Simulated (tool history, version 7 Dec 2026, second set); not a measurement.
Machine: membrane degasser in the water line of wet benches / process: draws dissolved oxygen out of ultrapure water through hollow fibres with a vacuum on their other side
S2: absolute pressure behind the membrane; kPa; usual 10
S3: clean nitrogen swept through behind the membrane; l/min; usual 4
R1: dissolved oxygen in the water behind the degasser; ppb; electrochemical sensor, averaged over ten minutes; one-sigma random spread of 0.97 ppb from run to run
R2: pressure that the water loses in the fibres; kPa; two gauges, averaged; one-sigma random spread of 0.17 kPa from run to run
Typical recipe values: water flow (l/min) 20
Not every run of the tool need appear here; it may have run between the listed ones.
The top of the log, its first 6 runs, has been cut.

Run 7, day 27.725: usual settings but S3 2.72 l/min. Result: R1 140.4 ppb, R2 28.36 kPa.
Run 8, day 34.621: usual settings but S2 11.4 kPa. Result: R1 121.6 ppb, R2 28.34 kPa.
Run 9, day 40.354: usual settings but S2 11.4 kPa. Result: R1 119.4 ppb, R2 28.43 kPa.
Run 10, day 45.892: usual settings but S2 11.4 kPa. Result: R1 120.3 ppb, R2 28.59 kPa.
Run 11, day 52.554: usual settings but S3 1.63 l/min. Result: R1 223.6 ppb, R2 28.41 kPa.
Run 12, day 57.162: usual settings but S3 1.63 l/min. Result: R1 217.4 ppb, R2 28.86 kPa.
Run 13, day 62.262: usual settings but S3 1.63 l/min. Result: R1 221.9 ppb, R2 28.47 kPa.
Run 14, day 67.254: usual settings but S2 7.4 kPa. Result: R1 74.1 ppb, R2 28.41 kPa.
Run 15, day 70.512: usual settings but S2 7.4 kPa. Result: R1 75.2 ppb, R2 28.71 kPa.
Run 16, day 74.462: usual settings but S2 7.4 kPa. Result: R1 74.8 ppb, R2 28.66 kPa.
Run 17, day 78.504: usual settings but S2 7.4 kPa. Result: R1 74.6 ppb, R2 29.04 kPa.
Run 18, day 85.333: usual settings but S2 17.4 kPa, S3 6.01 l/min. Result: R1 139.2 ppb, R2 28.81 kPa.
Run 19, day 88.867: usual settings but water flow (l/min) 14, S2 21.3 kPa, S3 6.83 l/min. Result: R1 101.5 ppb, R2 20.09 kPa.
Run 20, day 95.733: usual settings but water flow (l/min) 16, S2 6.1 kPa, S3 8.24 l/min. Result: R1 24.4 ppb, R2 23.33 kPa.
Run 21, day 101.3: usual settings but water flow (l/min) 12, S2 18.8 kPa, S3 3.16 l/min. Result: R1 155.6 ppb, R2 17.7 kPa.
Run 22, day 104.492: usual settings but water flow (l/min) 12, S2 18.8 kPa, S3 2.13 l/min. Result: R1 227.5 ppb, R2 17.6 kPa.
Run 23, day 109.246: usual settings but S2 14 kPa, S3 2.1 l/min. Result: R1 275 ppb, R2 29.14 kPa.
Run 24, day 114.9: usual settings but water flow (l/min) 19, S3 7.83 l/min. Result: R1 60.4 ppb, R2 27.68 kPa.
Run 25, day 121.05: usual settings but water flow (l/min) 16, S2 12.7 kPa, S3 2.16 l/min. Result: R1 186.8 ppb, R2 23.41 kPa.
Run 26, day 127.842: usual settings but water flow (l/min) 16, S2 16.6 kPa, S3 2.16 l/min. Result: R1 251.7 ppb, R2 23.34 kPa.
Run 27, day 132.179: usual settings but S2 9.9 kPa, S3 2.54 l/min. Result: R1 158 ppb, R2 29.44 kPa.
At day 137.662: vacuum gauge calibrated.
Run 28, day 138.254: usual settings but water flow (l/min) 12, S2 12.4 kPa, S3 2.54 l/min. Result: R1 111.4 ppb, R2 17.52 kPa.
Run 29, day 141.783: usual settings but S2 17.6 kPa. Result: R1 197.3 ppb, R2 29.13 kPa.
Run 30, day 148.138: usual settings but S2 17 kPa, S3 5.46 l/min. Result: R1 144.6 ppb, R2 29.42 kPa.
Run 31, day 151.062: usual settings but water flow (l/min) 27, S2 6.9 kPa, S3 2.35 l/min. Result: R1 150.5 ppb, R2 39.86 kPa.

Branching from run 31: 3 alternative next runs. What would each branch give?
Run A, day 157.929: usual settings but water flow (l/min) 27, S2 22.2 kPa, S3 2.35 l/min. Result: R1 ?, R2 ?.
Run B, day 157.929: usual settings but water flow (l/min) 31, S2 6.9 kPa, S3 2.35 l/min. Result: R1 ?, R2 ?.
Run C, day 157.929: usual settings but S3 2.93 l/min. Result: R1 ?, R2 ?.

run     R1     R2
  A  547.9  40.05
  B  186.1  46.01
  C  132.1  29.39
With no hidden state in the tool, these same runs would have given:
run     R1     R2
  A  518.9  35.91
  B  153.2  41.26
  C  119.3  26.33

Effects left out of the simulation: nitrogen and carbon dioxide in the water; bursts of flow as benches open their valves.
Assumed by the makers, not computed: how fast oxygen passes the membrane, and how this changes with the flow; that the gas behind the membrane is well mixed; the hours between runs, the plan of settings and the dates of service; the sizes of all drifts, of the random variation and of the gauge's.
